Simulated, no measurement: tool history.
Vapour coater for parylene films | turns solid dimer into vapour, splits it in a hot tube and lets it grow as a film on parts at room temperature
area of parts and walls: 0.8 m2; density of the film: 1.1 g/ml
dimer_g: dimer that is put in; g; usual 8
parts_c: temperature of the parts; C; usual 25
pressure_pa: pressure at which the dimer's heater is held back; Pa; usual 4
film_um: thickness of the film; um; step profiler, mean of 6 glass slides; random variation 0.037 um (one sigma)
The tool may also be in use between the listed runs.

| run | hour | dimer_g | parts_c | pressure_pa | film_um |
|---|---|---|---|---|---|
| 1 | 0 | 8 | 25 | 4 | 7.19 |
| 2 | 18.5 | 8 | 19 | 4 | 7.95 |
| 3 | 46.2 | 8 | 19 | 4 | 7.88 |
| 4 | 60.6 | 8 | 19 | 4 | 7.89 |
| 5 | 72.6 | 8 | 19 | 4 | 7.86 |
| 6 | 93.3 | 8 | 19 | 4 | 7.94 |
| 7 | 105.4 | 8 | 19 | 4 | 7.82 |
| 8 | 124.9 | 8 | 25 | 4 | 7.16 |
| 9 | 141.3 | 8 | 25 | 4 | 7.09 |
| 10 | 158.9 | 8 | 25 | 4 | 7.1 |
| 11 | 172.7 | 8 | 25 | 4 | 7.04 |
| 12 | 193.6 | 8 | 25 | 4 | 7 |
| 13 | 212.9 | 8 | 25 | 4 | 7.01 |
| 14 | 233.7 | 8 | 37 | 4 | 5.75 |
| 15 | 253 | 8 | 37 | 4 | 5.73 |
| 16 | 272.7 | 8 | 25 | 4 | 6.99 |
| 17 | 288.3 | 6 | 25 | 4 | 5.15 |
| 18 | 312.5 | 3 | 25 | 4 | 2.59 |
| 19 | 338.7 | 3 | 25 | 4 | 2.55 |
| 20 | 364.8 | 3 | 25 | 4 | 2.53 |
| 21 | 387.2 | 3 | 25 | 4 | 2.49 |
| 22 | 405.3 | 14 | 25 | 4 | 11.54 |
| 23 | 425.1 | 4 | 25 | 4 | 3.32 |
| 24 | 442.6 | 4 | 25 | 4 | 3.63 |
| 25 | 470.9 | 3 | 25 | 4.53 | 2.66 |
| 26 | 494 | 3 | 21 | 4.53 | 2.79 |
| 27 | 513.5 | 5 | 34 | 3.94 | 3.82 |
| 28 | 541.2 | 8 | 18 | 10.54 | 6.91 |
| 29 | 556.8 | 8 | 18 | 10.54 | 6.9 |
| 30 | 584.1 | 3 | 19 | 8.66 | 2.62 |
| 31 | 600.8 | 8 | 19 | 4 | 7.72 |
| 32 | 625.6 | 11 | 19 | 2.25 | 11.56 |
| 33 | 646.5 | 4 | 29 | 2.56 | 3.45 |
| 34 | 673.1 | 9 | 18 | 11.52 | 7.74 |
| 35 | 694 | 5 | 35 | 2.71 | 3.98 |
| 36 | 710.6 | 5 | 35 | 2.71 | 3.92 |
| 37 | 733.7 | 5 | 35 | 2.71 | 3.94 |
| 38 | 757.2 | 5 | 35 | 2.71 | 3.9 |
| 39 | 781.6 | 7 | 28 | 4 | 5.81 |
| 40 | 803.5 | 9 | 35 | 9.24 | 5.93 |
| 41 | 825.2 | 4 | 23 | 2.74 | 3.74 |
| 42 | 852.7 | 4 | 23 | 2.74 | 3.75 |
| 43 | 870.3 | 4 | 20 | 2.24 | 4.06 |
| 44 | 882.2 | 5 | 37 | 3.77 | 3.54 |
| 45 | 909.5 | 5 | 35 | 10.77 | 3.14 |
| 46 | 938.3 | 8 | 25 | 3.25 | 6.89 |

Not shown: 3 entries that the log had between the listed runs. Between which runs, and how does the tool's hidden state differ before and after?
Between runs 20 and 21: trap's valve overhauled (hour 370.3)
  vapour lost through the trap's worn valve, %: 5.5 -> 8; true temperature of the parts over the reading, C: 1.04 -> 1.06
  measured less the result without the state, film_um: -0.2 -> -0.26 um
Between runs 23 and 24: trap's valve overhauled, once more (hour 433)
  vapour lost through the trap's worn valve, %: 8.5 -> 0.6; true temperature of the parts over the reading, C: 1.11 -> 1.13
  measured less the result without the state, film_um: -0.38 -> -0.09 um
Between runs 33 and 34: table's thermometer calibrated (hour 650.1)
  vapour lost through the trap's worn valve, %: 3.3 -> 3.6; true temperature of the parts over the reading, C: 1.41 -> -0.01
  measured less the result without the state, film_um: -0.21 -> -0.29 um
